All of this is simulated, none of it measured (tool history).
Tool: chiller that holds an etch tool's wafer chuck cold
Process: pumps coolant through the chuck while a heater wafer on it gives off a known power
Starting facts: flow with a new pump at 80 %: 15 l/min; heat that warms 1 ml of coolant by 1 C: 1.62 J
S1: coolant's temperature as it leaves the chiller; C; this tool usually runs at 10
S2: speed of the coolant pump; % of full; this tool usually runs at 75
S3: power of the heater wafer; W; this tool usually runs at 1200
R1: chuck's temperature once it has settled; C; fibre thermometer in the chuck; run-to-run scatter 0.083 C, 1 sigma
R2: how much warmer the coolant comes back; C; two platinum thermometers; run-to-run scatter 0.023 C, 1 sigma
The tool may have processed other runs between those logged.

run 1 hour=0 | S1=10 S2=75 S3=1200 | R1=19.28 R2=3.18
run 2 hour=27.3 | S1=10 S2=75 S3=1200 | R1=19.13 R2=3.23
run 3 hour=76.7 | S1=10 S2=75 S3=1200 | R1=19.17 R2=3.25
run 4 hour=137.5 | S1=10 S2=75 S3=1011 | R1=17.66 R2=2.76
run 5 hour=179.2 | S1=10 S2=75 S3=1011 | R1=17.72 R2=2.74
run 6 hour=221.8 | S1=10 S2=75 S3=1011 | R1=17.64 R2=2.69
run 7 hour=260 | S1=10 S2=75 S3=672 | R1=14.97 R2=1.79
run 8 hour=316.4 | S1=10 S2=75 S3=672 | R1=15.18 R2=1.83
run 9 hour=360.5 | S1=10 S2=75 S3=672 | R1=14.99 R2=1.83
run 10 hour=420.5 | S1=10 S2=75 S3=1200 | R1=19.15 R2=3.22
run 11 hour=454.1 | S1=10 S2=75 S3=1200 | R1=19.29 R2=3.23
run 12 hour=508.4 | S1=10 S2=75 S3=822 | R1=16.36 R2=2.24
run 13 hour=552 | S1=10 S2=75 S3=822 | R1=16.23 R2=2.2
run 14 hour=579.1 | S1=10 S2=63 S3=1200 | R1=20.38 R2=3.85
run 15 hour=628.4 | S1=10 S2=63 S3=1200 | R1=20.45 R2=3.84
-- hour=634.7 chiller's thermometer calibrated
run 16 hour=662.8 | S1=10 S2=63 S3=1200 | R1=20.69 R2=3.83
run 17 hour=701.2 | S1=10 S2=75 S3=1452 | R1=21.7 R2=3.97
run 18 hour=761.6 | S1=2 S2=69 S3=1294 | R1=12.9 R2=3.83
run 19 hour=800 | S1=20 S2=75 S3=1099 | R1=28.78 R2=2.99
run 20 hour=826.2 | S1=2 S2=73 S3=881 | R1=9.1 R2=2.43
run 21 hour=851.3 | S1=10 S2=67 S3=1582 | R1=23.64 R2=4.78
run 22 hour=903.8 | S1=12 S2=75 S3=1144 | R1=21.04 R2=3.15
run 23 hour=930.7 | S1=12 S2=75 S3=1144 | R1=21.09 R2=3.11
run 24 hour=987.7 | S1=12 S2=75 S3=1144 | R1=20.92 R2=3.11
-- hour=1021 coolant changed, channels flushed
run 25 hour=1054.7 | S1=15 S2=86 S3=1357 | R1=23.82 R2=3.24
run 26 hour=1080 | S1=10 S2=74 S3=1200 | R1=18.77 R2=3.3
run 27 hour=1140.1 | S1=10 S2=74 S3=983 | R1=17.17 R2=2.72
run 28 hour=1184.4 | S1=4 S2=74 S3=752 | R1=9.46 R2=2.11
run 29 hour=1228.3 | S1=7 S2=75 S3=1018 | R1=14.34 R2=2.73
run 30 hour=1265.1 | S1=11 S2=76 S3=1608 | R1=22.4 R2=4.3
run 31 hour=1311.8 | S1=11 S2=95 S3=1172 | R1=18.06 R2=2.53
run 32 hour=1350.9 | S1=13 S2=94 S3=728 | R1=17.44 R2=1.61

Here are 3 independent what-if runs from the current tool condition. What would each one return?
run A hour=1391.5 | S1=2 S2=68 S3=1200 | R1=? R2=?
run B hour=1391.5 | S1=10 S2=75 S3=1427 | R1=? R2=?
run C hour=1391.5 | S1=2 S2=81 S3=735 | R1=? R2=?

run=A R1=11.37 R2=3.62
run=B R1=20.38 R2=3.91
run=C R1=6.98 R2=1.85
With no hidden state in the tool, these same runs would have given:
run=A R1=11.12 R2=3.49
run=B R1=20.1 R2=3.77
run=C R1=6.88 R2=1.78
